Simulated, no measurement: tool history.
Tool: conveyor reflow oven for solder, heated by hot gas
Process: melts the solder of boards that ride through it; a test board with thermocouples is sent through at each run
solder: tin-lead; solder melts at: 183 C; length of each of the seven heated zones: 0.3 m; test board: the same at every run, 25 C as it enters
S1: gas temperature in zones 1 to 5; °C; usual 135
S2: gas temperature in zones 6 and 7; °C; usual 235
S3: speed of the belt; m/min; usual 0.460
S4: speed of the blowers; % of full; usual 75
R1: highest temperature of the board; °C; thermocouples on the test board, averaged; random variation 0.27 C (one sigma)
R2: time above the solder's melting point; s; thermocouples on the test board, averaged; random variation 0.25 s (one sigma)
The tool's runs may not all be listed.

{"run": 1, "hour": 0.0, "S1": 135, "S2": 235, "S3": 0.46, "S4": 75, "R1": 221.7, "R2": 63.0}
{"run": 2, "hour": 12.9, "S1": 135, "S2": 235, "S3": 0.46, "S4": 75, "R1": 221.9, "R2": 62.7}
{"run": 3, "hour": 33.9, "S1": 135, "S2": 235, "S3": 0.46, "S4": 75, "R1": 221.5, "R2": 62.7}
{"run": 4, "hour": 48.1, "S1": 135, "S2": 235, "S3": 0.475, "S4": 75, "R1": 220.9, "R2": 60.1}
{"run": 5, "hour": 60.3, "S1": 135, "S2": 235, "S3": 0.46, "S4": 75, "R1": 221.6, "R2": 62.8}
{"run": 6, "hour": 73.0, "S1": 135, "S2": 235, "S3": 0.46, "S4": 75, "R1": 222.3, "R2": 62.6}
{"hour": 95.1, "done": "belt drive overhauled, speed set with a stopwatch"}
{"run": 7, "hour": 96.4, "S1": 135, "S2": 235, "S3": 0.46, "S4": 75, "R1": 221.1, "R2": 61.3}
{"run": 8, "hour": 116.3, "S1": 135, "S2": 235, "S3": 0.46, "S4": 75, "R1": 221.2, "R2": 61.2}
{"run": 9, "hour": 136.9, "S1": 135, "S2": 235, "S3": 0.46, "S4": 75, "R1": 221.3, "R2": 61.0}
{"run": 10, "hour": 157.1, "S1": 135, "S2": 235, "S3": 0.46, "S4": 54, "R1": 216.2, "R2": 56.4}
{"run": 11, "hour": 177.6, "S1": 135, "S2": 235, "S3": 0.504, "S4": 54, "R1": 212.8, "R2": 47.8}
{"run": 12, "hour": 199.1, "S1": 135, "S2": 235, "S3": 0.504, "S4": 54, "R1": 212.7, "R2": 48.3}
{"run": 13, "hour": 209.0, "S1": 135, "S2": 245, "S3": 0.46, "S4": 75, "R1": 230.4, "R2": 66.6}
{"run": 14, "hour": 222.7, "S1": 135, "S2": 245, "S3": 0.46, "S4": 68, "R1": 229.1, "R2": 65.6}
{"run": 15, "hour": 244.9, "S1": 135, "S2": 245, "S3": 0.46, "S4": 68, "R1": 229.0, "R2": 65.6}
{"run": 16, "hour": 255.6, "S1": 135, "S2": 245, "S3": 0.46, "S4": 56, "R1": 225.5, "R2": 64.1}
{"run": 17, "hour": 275.3, "S1": 135, "S2": 235, "S3": 0.46, "S4": 74, "R1": 221.0, "R2": 61.4}
{"run": 18, "hour": 293.0, "S1": 135, "S2": 238, "S3": 0.46, "S4": 75, "R1": 224.3, "R2": 62.9}
{"run": 19, "hour": 315.8, "S1": 124, "S2": 230, "S3": 0.518, "S4": 59, "R1": 206.7, "R2": 37.6}
{"run": 20, "hour": 329.5, "S1": 124, "S2": 230, "S3": 0.518, "S4": 59, "R1": 206.2, "R2": 37.7}
{"run": 21, "hour": 342.3, "S1": 124, "S2": 230, "S3": 0.523, "S4": 62, "R1": 206.7, "R2": 37.6}
{"run": 22, "hour": 364.5, "S1": 138, "S2": 230, "S3": 0.523, "S4": 62, "R1": 210.8, "R2": 45.3}
{"run": 23, "hour": 385.6, "S1": 135, "S2": 246, "S3": 0.502, "S4": 75, "R1": 228.0, "R2": 60.1}
{"run": 24, "hour": 395.5, "S1": 126, "S2": 234, "S3": 0.453, "S4": 68, "R1": 217.9, "R2": 56.7}
{"run": 25, "hour": 408.5, "S1": 126, "S2": 234, "S3": 0.453, "S4": 68, "R1": 217.9, "R2": 56.9}
{"run": 26, "hour": 427.8, "S1": 135, "S2": 235, "S3": 0.46, "S4": 82, "R1": 222.9, "R2": 62.6}
{"run": 27, "hour": 438.0, "S1": 135, "S2": 230, "S3": 0.442, "S4": 75, "R1": 218.4, "R2": 61.8}

5 ways to go on from here, each from the tool as it stands after run 27. What would each give?
{"run": "A", "hour": 452.0, "S1": 135, "S2": 241, "S3": 0.46, "S4": 75, "R1": "?", "R2": "?"}
{"run": "B", "hour": 452.0, "S1": 149, "S2": 235, "S3": 0.46, "S4": 75, "R1": "?", "R2": "?"}
{"run": "C", "hour": 452.0, "S1": 149, "S2": 235, "S3": 0.442, "S4": 75, "R1": "?", "R2": "?"}
{"run": "D", "hour": 452.0, "S1": 123, "S2": 230, "S3": 0.442, "S4": 75, "R1": "?", "R2": "?"}
{"run": "E", "hour": 452.0, "S1": 123, "S2": 230, "S3": 0.416, "S4": 86, "R1": "?", "R2": "?"}

run=A R1=227.1 R2=64.6
run=B R1=223.8 R2=68.6
run=C R1=225.2 R2=71.7
run=D R1=216.2 R2=55.9
run=E R1=219.7 R2=63.7
Without the tool's hidden state the same runs would have given:
run=A R1=225.8 R2=63.4
run=B R1=222.3 R2=67.2
run=C R1=223.6 R2=70.3
run=D R1=214.8 R2=54.7
run=E R1=218.3 R2=62.6
